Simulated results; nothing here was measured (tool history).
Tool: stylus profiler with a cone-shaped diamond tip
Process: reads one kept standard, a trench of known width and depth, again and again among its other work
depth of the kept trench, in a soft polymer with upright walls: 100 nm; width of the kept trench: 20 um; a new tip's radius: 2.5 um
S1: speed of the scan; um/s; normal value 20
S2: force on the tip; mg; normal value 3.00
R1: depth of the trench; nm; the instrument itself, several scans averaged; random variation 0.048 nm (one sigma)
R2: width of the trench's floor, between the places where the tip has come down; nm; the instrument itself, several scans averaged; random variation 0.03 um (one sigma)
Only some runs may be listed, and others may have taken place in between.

| run | hour | S1 | S2 | R1 | R2 |
|---|---|---|---|---|---|
| 1 | 0.0 | 20 | 3.00 | 101.34 | 18310 |
| 2 | 20.1 | 20 | 3.00 | 101.40 | 18300 |
| 3 | 46.8 | 20 | 2.57 | 101.36 | 18320 |
| 4 | 77.0 | 20 | 3.06 | 101.37 | 18280 |
| 5 | 105.5 | 20 | 3.06 | 101.47 | 18320 |
| 6 | 133.5 | 20 | 3.06 | 101.46 | 18330 |
| 7 | 166.6 | 20 | 3.06 | 101.37 | 18300 |
| 8 | 198.6 | 20 | 3.06 | 101.36 | 18290 |
| 9 | 232.0 | 20 | 3.06 | 101.42 | 18280 |
| 10 | 250.8 | 15 | 2.20 | 101.15 | 18310 |
| 11 | 273.4 | 20 | 2.50 | 101.33 | 18290 |
| 12 | 289.3 | 20 | 2.50 | 101.31 | 18250 |
| 13 | 315.3 | 41 | 1.45 | 101.00 | 18050 |

Consider 5 possible next runs. They are alternatives, not a sequence: every one starts from the tool as it was left by run 13. What does each give?
| A | 342.5 | 46 | 5.34 | ? | ? |
| B | 342.5 | 14 | 6.96 | ? | ? |
| C | 342.5 | 14 | 1.62 | ? | ? |
| D | 342.5 | 41 | 1.76 | ? | ? |
| E | 342.5 | 16 | 1.45 | ? | ? |

| run | R1 | R2 |
|---|---|---|
| A | 102.04 | 18190 |
| B | 102.27 | 18320 |
| C | 101.06 | 18260 |
| D | 101.00 | 18100 |
| E | 100.95 | 18280 |
The same runs, with their run-to-run variation unchanged, on a tool lacking any hidden condition would have given:
| run | R1 | R2 |
|---|---|---|
| A | 101.86 | 18400 |
| B | 102.10 | 18540 |
| C | 100.88 | 18480 |
| D | 100.83 | 18320 |
| E | 100.77 | 18500 |

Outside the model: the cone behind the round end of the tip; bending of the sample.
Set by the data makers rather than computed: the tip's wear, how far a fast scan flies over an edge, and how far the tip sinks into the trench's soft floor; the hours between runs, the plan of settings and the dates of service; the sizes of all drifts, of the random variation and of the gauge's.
